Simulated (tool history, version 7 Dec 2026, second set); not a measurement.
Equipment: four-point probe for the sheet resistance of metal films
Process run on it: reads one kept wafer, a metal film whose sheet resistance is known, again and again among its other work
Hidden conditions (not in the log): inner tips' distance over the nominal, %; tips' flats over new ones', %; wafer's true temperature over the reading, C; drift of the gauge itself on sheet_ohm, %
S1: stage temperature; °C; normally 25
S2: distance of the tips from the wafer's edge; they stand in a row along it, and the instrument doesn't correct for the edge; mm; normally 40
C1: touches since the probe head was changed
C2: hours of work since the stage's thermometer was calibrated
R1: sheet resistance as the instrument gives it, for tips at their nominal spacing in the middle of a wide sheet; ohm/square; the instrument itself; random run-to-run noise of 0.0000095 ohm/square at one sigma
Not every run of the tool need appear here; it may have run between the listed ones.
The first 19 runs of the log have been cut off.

{"run": 20, "day": 34.638, "S1": 25, "S2": 55, "C1": 47908, "C2": 53, "R1": 0.04762}
{"day": 35.721, "done": "stage's thermometer calibrated, once more"}
{"run": 21, "day": 37.2, "S1": 25, "S2": 66, "C1": 51426, "C2": 25, "R1": 0.047745}
{"run": 22, "day": 38.704, "S1": 25, "S2": 66, "C1": 53504, "C2": 50, "R1": 0.047749}
{"run": 23, "day": 40.462, "S1": 25, "S2": 66, "C1": 55941, "C2": 80, "R1": 0.047746}
{"run": 24, "day": 41.942, "S1": 23, "S2": 3, "C1": 57987, "C2": 105, "R1": 0.04835}
{"run": 25, "day": 43.471, "S1": 23, "S2": 3, "C1": 60104, "C2": 130, "R1": 0.04838}
{"run": 26, "day": 44.983, "S1": 23, "S2": 3, "C1": 62196, "C2": 156, "R1": 0.048393}
{"run": 27, "day": 46.129, "S1": 34, "S2": 43, "C1": 63784, "C2": 175, "R1": 0.04817}
{"run": 28, "day": 47.683, "S1": 24, "S2": 4, "C1": 65933, "C2": 201, "R1": 0.048144}
{"run": 29, "day": 49.658, "S1": 24, "S2": 4, "C1": 68664, "C2": 234, "R1": 0.048146}
{"run": 30, "day": 52.192, "S1": 22, "S2": 40, "C1": 72171, "C2": 277, "R1": 0.04767}
{"run": 31, "day": 53.425, "S1": 35, "S2": 12, "C1": 73881, "C2": 298, "R1": 0.048298}
{"run": 32, "day": 54.808, "S1": 19, "S2": 47, "C1": 75794, "C2": 321, "R1": 0.047544}
{"run": 33, "day": 56.996, "S1": 25, "S2": 18, "C1": 78820, "C2": 358, "R1": 0.047845}
{"run": 34, "day": 58.483, "S1": 28, "S2": 40, "C1": 80879, "C2": 383, "R1": 0.047974}
{"run": 35, "day": 59.567, "S1": 24, "S2": 37, "C1": 82377, "C2": 401, "R1": 0.047817}
{"run": 36, "day": 60.704, "S1": 24, "S2": 7, "C1": 83950, "C2": 420, "R1": 0.047925}
{"run": 37, "day": 62.221, "S1": 24, "S2": 7, "C1": 86049, "C2": 446, "R1": 0.04795}
{"run": 38, "day": 63.446, "S1": 27, "S2": 11, "C1": 87746, "C2": 466, "R1": 0.047989}
{"run": 39, "day": 65.246, "S1": 28, "S2": 8, "C1": 90239, "C2": 497, "R1": 0.048104}
{"run": 40, "day": 66.588, "S1": 22, "S2": 59, "C1": 92093, "C2": 519, "R1": 0.047733}
{"run": 41, "day": 68.142, "S1": 22, "S2": 59, "C1": 94244, "C2": 545, "R1": 0.047751}
{"run": 42, "day": 69.179, "S1": 26, "S2": 4, "C1": 95682, "C2": 563, "R1": 0.048345}

Each row is a separate what-if for the run after 42, all from the same tool condition, not one after another. Results?
{"run": "A", "day": 70.667, "S1": 29, "S2": 27, "C1": 97740, "C2": 588, "R1": "?"}
{"run": "B", "day": 70.667, "S1": 21, "S2": 66, "C1": 97740, "C2": 588, "R1": "?"}
{"run": "C", "day": 70.667, "S1": 23, "S2": 13, "C1": 97740, "C2": 588, "R1": "?"}

run=A R1=0.048095
run=B R1=0.047708
run=C R1=0.047837
The same runs, with their run-to-run variation unchanged, on a tool lacking any hidden condition would have given:
run=A R1=0.047689
run=B R1=0.047305
run=C R1=0.047433

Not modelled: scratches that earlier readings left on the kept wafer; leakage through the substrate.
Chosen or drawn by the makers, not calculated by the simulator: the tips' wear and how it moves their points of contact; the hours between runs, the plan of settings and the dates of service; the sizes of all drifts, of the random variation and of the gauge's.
